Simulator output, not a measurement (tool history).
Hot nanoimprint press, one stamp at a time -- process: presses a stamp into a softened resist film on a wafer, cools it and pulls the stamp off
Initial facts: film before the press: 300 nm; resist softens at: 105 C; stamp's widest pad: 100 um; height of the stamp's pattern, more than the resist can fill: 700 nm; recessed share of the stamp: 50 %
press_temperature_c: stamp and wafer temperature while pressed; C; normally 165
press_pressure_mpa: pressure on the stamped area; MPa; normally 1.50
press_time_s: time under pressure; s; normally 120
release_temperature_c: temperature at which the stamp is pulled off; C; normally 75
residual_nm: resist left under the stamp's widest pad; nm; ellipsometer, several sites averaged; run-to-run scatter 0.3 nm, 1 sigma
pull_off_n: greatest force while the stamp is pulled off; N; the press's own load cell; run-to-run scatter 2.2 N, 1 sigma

run,hour,press_temperature_c,press_pressure_mpa,press_time_s,release_temperature_c,residual_nm,pull_off_n
1,0.0,165,1.50,120,75,114.0,197
2,31.5,165,1.50,120,75,114.3,196
3,93.9,165,1.50,120,75,114.6,198
4,125.5,165,1.50,120,75,115.0,208
# hour 171.4: stamp cleaned and given a new release coat
5,172.0,165,1.50,120,75,115.1,158
6,206.1,165,1.50,120,75,115.3,171
7,239.8,165,1.50,120,75,115.9,170
8,294.3,165,1.50,120,75,116.2,177
9,322.6,165,1.50,120,75,116.2,179
10,375.4,165,1.50,120,75,116.5,177
11,407.0,165,1.50,120,75,116.9,182
12,445.4,164,1.50,120,75,121.1,184
13,493.5,165,1.50,72,75,139.4,187
14,545.3,165,1.50,120,75,117.4,193
15,595.0,165,1.50,120,75,118.7,203
16,632.2,165,1.50,120,75,118.4,209
17,694.1,168,1.00,194,78,114.9,202
# hour 741.7: stamp cleaned and given a new release coat
18,747.5,160,1.51,78,62,161.4,178
19,792.5,174,2.12,82,74,83.7,172
# hour 806.1: plate thermocouple calibrated
20,842.1,155,1.05,120,75,191.4,167
21,903.5,155,0.93,120,75,201.1,178
22,964.9,155,0.93,120,75,202.4,184
23,1014.7,155,0.93,120,75,202.1,184
24,1064.7,155,0.93,120,75,203.5,192
25,1104.9,163,1.74,113,71,117.6,196
26,1142.6,176,2.39,159,75,56.7,193
27,1200.2,176,2.39,159,75,56.7,197
28,1235.2,165,0.93,72,75,177.8,207
29,1272.8,165,0.93,72,75,177.8,210

Each row is a separate what-if for the run after 29, all from the same tool condition, not one after another. Results?
A,1301.8,165,2.33,120,76,?,?
B,1301.8,165,1.61,89,75,?,?
C,1301.8,176,1.18,72,75,?,?

run,residual_nm,pull_off_n
A,91.9,209
B,125.3,214
C,114.5,209
With the hidden condition removed and each run's random variation left untouched, the same runs would have given:
run,residual_nm,pull_off_n
A,87.8,161
B,120.7,166
C,111.1,162

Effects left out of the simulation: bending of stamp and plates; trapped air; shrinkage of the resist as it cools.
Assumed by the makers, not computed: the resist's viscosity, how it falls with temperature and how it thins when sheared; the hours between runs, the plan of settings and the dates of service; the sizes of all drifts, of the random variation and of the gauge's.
